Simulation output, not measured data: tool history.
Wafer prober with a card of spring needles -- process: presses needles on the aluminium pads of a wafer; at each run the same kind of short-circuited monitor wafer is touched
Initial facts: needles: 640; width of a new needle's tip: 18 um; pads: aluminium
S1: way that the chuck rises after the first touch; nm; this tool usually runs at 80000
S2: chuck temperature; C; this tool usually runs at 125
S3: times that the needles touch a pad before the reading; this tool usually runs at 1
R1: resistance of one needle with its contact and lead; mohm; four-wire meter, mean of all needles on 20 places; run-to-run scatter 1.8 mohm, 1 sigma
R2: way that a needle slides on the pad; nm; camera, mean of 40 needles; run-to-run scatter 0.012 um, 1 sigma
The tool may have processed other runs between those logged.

{"run": 1, "hour": 0.0, "S1": 80000, "S2": 125, "S3": 1, "R1": 180, "R2": 22220}
{"run": 2, "hour": 23.3, "S1": 80000, "S2": 125, "S3": 1, "R1": 184, "R2": 22200}
{"hour": 29.2, "done": "tips cleaned on abrasive film"}
{"run": 3, "hour": 62.0, "S1": 80000, "S2": 125, "S3": 1, "R1": 184, "R2": 22230}
{"hour": 67.3, "done": "tips cleaned on abrasive film"}
{"hour": 101.1, "done": "tips cleaned on abrasive film"}
{"run": 4, "hour": 116.4, "S1": 80000, "S2": 125, "S3": 1, "R1": 184, "R2": 22270}
{"hour": 135.8, "done": "tips cleaned on abrasive film"}
{"run": 5, "hour": 141.6, "S1": 80000, "S2": 125, "S3": 1, "R1": 182, "R2": 22300}
{"hour": 170.1, "done": "tips cleaned on abrasive film"}
{"run": 6, "hour": 170.1, "S1": 80000, "S2": 37, "S3": 1, "R1": 168, "R2": 22300}
{"run": 7, "hour": 200.6, "S1": 80000, "S2": 37, "S3": 1, "R1": 167, "R2": 22350}
{"hour": 204.2, "done": "tips cleaned on abrasive film"}
{"hour": 236.6, "done": "height of the first contact set anew"}
{"hour": 241.7, "done": "tips cleaned on abrasive film"}
{"run": 8, "hour": 253.2, "S1": 80000, "S2": 37, "S3": 1, "R1": 168, "R2": 22370}
{"hour": 274.8, "done": "tips cleaned on abrasive film"}
{"run": 9, "hour": 285.0, "S1": 80000, "S2": 37, "S3": 1, "R1": 167, "R2": 22390}
{"hour": 308.0, "done": "tips cleaned on abrasive film"}
{"run": 10, "hour": 321.7, "S1": 80000, "S2": 37, "S3": 1, "R1": 172, "R2": 22400}
{"hour": 342.4, "done": "tips cleaned on abrasive film"}
{"run": 11, "hour": 369.9, "S1": 73000, "S2": 125, "S3": 1, "R1": 185, "R2": 20470}
{"hour": 377.4, "done": "tips cleaned on abrasive film"}
{"run": 12, "hour": 406.8, "S1": 80000, "S2": 125, "S3": 1, "R1": 180, "R2": 22450}
{"hour": 414.4, "done": "tips cleaned on abrasive film"}
{"hour": 447.6, "done": "tips cleaned on abrasive film"}
{"run": 13, "hour": 452.0, "S1": 80000, "S2": 125, "S3": 1, "R1": 181, "R2": 22510}
{"hour": 481.0, "done": "tips cleaned on abrasive film"}
{"run": 14, "hour": 482.6, "S1": 80000, "S2": 125, "S3": 1, "R1": 179, "R2": 22530}
{"run": 15, "hour": 508.4, "S1": 80000, "S2": 125, "S3": 1, "R1": 187, "R2": 22520}
{"hour": 516.2, "done": "tips cleaned on abrasive film"}
{"run": 16, "hour": 539.0, "S1": 100000, "S2": 125, "S3": 1, "R1": 183, "R2": 28200}
{"hour": 551.0, "done": "tips cleaned on abrasive film"}
{"hour": 586.5, "done": "tips cleaned on abrasive film"}
{"run": 17, "hour": 588.8, "S1": 79000, "S2": 27, "S3": 1, "R1": 169, "R2": 22280}
{"hour": 620.7, "done": "tips cleaned on abrasive film"}
{"run": 18, "hour": 623.1, "S1": 79000, "S2": 27, "S3": 1, "R1": 167, "R2": 22330}
{"hour": 655.1, "done": "tips cleaned on abrasive film"}
{"run": 19, "hour": 668.3, "S1": 79000, "S2": 27, "S3": 1, "R1": 168, "R2": 22330}
{"hour": 691.7, "done": "tips cleaned on abrasive film"}
{"run": 20, "hour": 694.0, "S1": 68000, "S2": 123, "S3": 2, "R1": 183, "R2": 19240}

For run 21, what comes out?
{"hour": 726.3, "done": "tips cleaned on abrasive film"}
{"run": 21, "hour": 729.3, "S1": 62000, "S2": 56, "S3": 2, "R1": "?", "R2": "?"}

For run 21 the tool returned R1 171 mohm, R2 17580 nm.
With the hidden condition absent and the run-to-run variation left alone, this run would have shown R1 171 mohm, R2 17220 nm.

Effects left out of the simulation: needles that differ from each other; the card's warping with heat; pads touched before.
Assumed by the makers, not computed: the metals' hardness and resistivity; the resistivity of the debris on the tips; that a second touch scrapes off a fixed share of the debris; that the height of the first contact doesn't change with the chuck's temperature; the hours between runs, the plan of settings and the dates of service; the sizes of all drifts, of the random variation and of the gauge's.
